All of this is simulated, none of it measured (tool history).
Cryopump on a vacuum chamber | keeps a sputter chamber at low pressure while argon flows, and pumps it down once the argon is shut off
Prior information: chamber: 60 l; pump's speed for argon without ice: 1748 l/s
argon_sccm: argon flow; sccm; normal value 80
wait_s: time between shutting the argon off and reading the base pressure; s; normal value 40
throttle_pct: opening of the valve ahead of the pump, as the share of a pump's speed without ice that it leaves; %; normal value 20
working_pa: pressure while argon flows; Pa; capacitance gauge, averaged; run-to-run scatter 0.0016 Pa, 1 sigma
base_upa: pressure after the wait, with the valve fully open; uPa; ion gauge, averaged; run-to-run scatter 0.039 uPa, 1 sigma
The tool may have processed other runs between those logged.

Run 1, hour 0.0: usual settings. Result: working_pa 0.4030 Pa, base_upa 3.01 uPa.
Run 2, hour 37.1: usual settings. Result: working_pa 0.4018 Pa, base_upa 2.94 uPa.
Run 3, hour 58.7: usual settings. Result: working_pa 0.4040 Pa, base_upa 2.96 uPa.
Run 4, hour 90.2: usual settings. Result: working_pa 0.4057 Pa, base_upa 2.96 uPa.
Run 5, hour 110.9: usual settings. Result: working_pa 0.4058 Pa, base_upa 2.96 uPa.
Run 6, hour 142.6: usual settings but throttle_pct 17 %. Result: working_pa 0.4761 Pa, base_upa 2.95 uPa.
Run 7, hour 188.3: usual settings. Result: working_pa 0.4141 Pa, base_upa 3.02 uPa.
Run 8, hour 213.2: usual settings. Result: working_pa 0.4098 Pa, base_upa 2.95 uPa.
Run 9, hour 242.3: usual settings. Result: working_pa 0.4103 Pa, base_upa 3.05 uPa.
Run 10, hour 266.6: usual settings but wait_s 30 s. Result: working_pa 0.4135 Pa, base_upa 3.70 uPa.
Run 11, hour 293.1: usual settings but argon_sccm 124 sccm. Result: working_pa 0.6413 Pa, base_upa 3.01 uPa.
Run 12, hour 326.2: usual settings but argon_sccm 124 sccm. Result: working_pa 0.6411 Pa, base_upa 2.87 uPa.
Run 13, hour 352.3: usual settings. Result: working_pa 0.4169 Pa, base_upa 2.93 uPa.
Run 14, hour 397.3: usual settings. Result: working_pa 0.4168 Pa, base_upa 3.15 uPa.
Run 15, hour 437.0: usual settings but wait_s 50 s. Result: working_pa 0.4169 Pa, base_upa 2.65 uPa.
At hour 484.1: pump warmed up, emptied and cooled again.
Run 16, hour 487.6: usual settings. Result: working_pa 0.3893 Pa, base_upa 2.85 uPa.
Run 17, hour 531.5: usual settings. Result: working_pa 0.3893 Pa, base_upa 2.92 uPa.
Run 18, hour 564.8: usual settings. Result: working_pa 0.3879 Pa, base_upa 2.88 uPa.
Run 19, hour 587.3: usual settings but throttle_pct 22 %. Result: working_pa 0.3520 Pa, base_upa 2.84 uPa.
Run 20, hour 616.4: usual settings but argon_sccm 57 sccm, throttle_pct 51 %. Result: working_pa 0.1107 Pa, base_upa 2.83 uPa.
Run 21, hour 636.7: usual settings but argon_sccm 57 sccm, throttle_pct 51 %. Result: working_pa 0.1105 Pa, base_upa 2.82 uPa.
Run 22, hour 681.7: usual settings but argon_sccm 57 sccm, throttle_pct 51 %. Result: working_pa 0.1116 Pa, base_upa 2.87 uPa.
Run 23, hour 711.6: usual settings but argon_sccm 68 sccm, throttle_pct 32 %. Result: working_pa 0.2094 Pa, base_upa 2.81 uPa.
Run 24, hour 733.3: usual settings but argon_sccm 160 sccm, wait_s 46 s, throttle_pct 36 %. Result: working_pa 0.4404 Pa, base_upa 2.55 uPa.
Run 25, hour 767.7: usual settings but argon_sccm 160 sccm, wait_s 46 s, throttle_pct 36 %. Result: working_pa 0.4412 Pa, base_upa 2.60 uPa.
Run 26, hour 811.0: usual settings but argon_sccm 36 sccm, wait_s 21 s, throttle_pct 55 %. Result: working_pa 0.0674 Pa, base_upa 4.76 uPa.
Run 27, hour 838.0: usual settings but argon_sccm 36 sccm, wait_s 21 s, throttle_pct 31 %. Result: working_pa 0.1143 Pa, base_upa 4.91 uPa.
Run 28, hour 881.5: usual settings but argon_sccm 46 sccm, wait_s 70 s, throttle_pct 41 %. Result: working_pa 0.1137 Pa, base_upa 1.99 uPa.
Run 29, hour 908.4: usual settings but argon_sccm 46 sccm. Result: working_pa 0.2276 Pa, base_upa 2.96 uPa.
Run 30, hour 934.2: usual settings but argon_sccm 46 sccm. Result: working_pa 0.2286 Pa, base_upa 2.99 uPa.
Run 31, hour 980.4: usual settings but argon_sccm 49 sccm, wait_s 46 s. Result: working_pa 0.2444 Pa, base_upa 2.57 uPa.
Run 32, hour 1022.0: usual settings but argon_sccm 49 sccm, wait_s 46 s. Result: working_pa 0.2440 Pa, base_upa 2.70 uPa.
Run 33, hour 1048.3: usual settings but wait_s 140 s. Result: working_pa 0.4007 Pa, base_upa 1.46 uPa.
Run 34, hour 1075.7: usual settings but wait_s 252 s, throttle_pct 18 %. Result: working_pa 0.4439 Pa, base_upa 1.24 uPa.
Run 35, hour 1115.7: usual settings but wait_s 26 s, throttle_pct 53 %. Result: working_pa 0.1614 Pa, base_upa 3.97 uPa.

Each row is a separate what-if for the run after 35, all from the same tool condition, not one after another. Results?
Run A, hour 1136.0: usual settings but argon_sccm 73 sccm, wait_s 46 s, throttle_pct 44 %. Result: working_pa ?, base_upa ?.
Run B, hour 1136.0: usual settings but argon_sccm 39 sccm, wait_s 139 s. Result: working_pa ?, base_upa ?.
Run C, hour 1136.0: usual settings but wait_s 77 s, throttle_pct 27 %. Result: working_pa ?, base_upa ?.

run  working_pa  base_upa
  A      0.1746      2.67
  B      0.1945      1.46
  C      0.3014      1.99
Stripped of hidden state, with their random variation kept, the same runs would have yielded:
run  working_pa  base_upa
  A      0.1606      1.95
  B      0.1870      0.75
  C      0.2860      1.26

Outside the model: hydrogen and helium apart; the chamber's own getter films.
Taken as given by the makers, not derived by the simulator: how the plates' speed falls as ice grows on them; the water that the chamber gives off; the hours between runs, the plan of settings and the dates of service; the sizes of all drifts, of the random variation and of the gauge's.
